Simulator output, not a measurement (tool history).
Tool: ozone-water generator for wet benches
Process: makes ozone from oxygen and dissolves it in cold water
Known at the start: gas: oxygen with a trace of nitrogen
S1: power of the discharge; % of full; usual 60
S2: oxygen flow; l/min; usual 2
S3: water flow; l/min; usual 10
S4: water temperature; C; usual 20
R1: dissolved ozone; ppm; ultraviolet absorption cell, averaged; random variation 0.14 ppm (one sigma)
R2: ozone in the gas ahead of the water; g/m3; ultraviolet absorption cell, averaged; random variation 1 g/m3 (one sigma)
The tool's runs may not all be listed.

run	hour	S1	S2	S3	S4	R1	R2
1	0	60	2	10	20	16.1	174.2
2	24.2	60	2	10	20	16.2	173.2
3	49.1	60	2	10	20	16.3	173.5
4	85.2	60	2	10	20	16.2	175.8
5	106.1	60	2	10	20	16.1	175
# hour 113.4: contactor cleaned
6	139.7	60	2	10	20	16.4	175.9
7	167.7	60	2	10	17	16.7	174
8	203.3	44	2	10	20	13.6	144.9
9	238.6	44	2	10	20	13.2	145.5
10	271.6	60	2	10	20	16.2	175.6
11	289.1	60	2	10	20	16.1	175.9
12	305.7	60	2	10	20	16.3	176.7
13	338.8	60	2	10	20	16.1	175
14	377.3	60	2	10	20	16.2	176.8
15	406.4	60	2	10	20	16.1	175
16	447	60	2	8	20	19.3	176
17	478.9	60	2	8	20	19.3	176
18	495.4	69	1.32	14	15	13.5	256
19	518.7	69	1.32	14	15	13.4	256.3
20	540	60	1.34	10	16	17.1	233.1
21	567.9	60	1.34	10	16	17	232.6
22	603.4	43	2.61	15	17	9.5	120.7
23	638	88	1.23	7	23	27.5	316.4
24	670.3	88	1.23	7	23	27.6	312.9
# hour 697.3: gauge calibrated
25	710.9	92	2.99	11	22	17.7	168.1
26	738.2	92	2.99	11	22	17.8	170.9
27	777.9	63	1.4	9	13	19.8	228.7
28	806.7	63	1.4	9	13	20	230.2
29	824.4	45	2	10	20	13.7	146.9
30	861	45	2	10	20	13.8	145.5
31	896	45	2	10	20	13.7	145.4
32	931.5	45	2	10	20	13.7	145.8
33	953.8	45	2	10	20	13.6	146.1
34	971.3	45	2	10	20	13.6	146.5

Forecast each of these 3 alternatives for the next run:
A	1001.8	63	2	9	21	?	?
B	1001.8	45	1.42	10	18	?	?
C	1001.8	52	2.18	10	20	?	?

run	R1	R2
A	17.9	179.3
B	14.1	186.5
C	14.7	151.1
Without the tool's hidden state the same runs would have given:
run	R1	R2
A	17.9	177.2
B	14.1	184.3
C	14.7	149.3
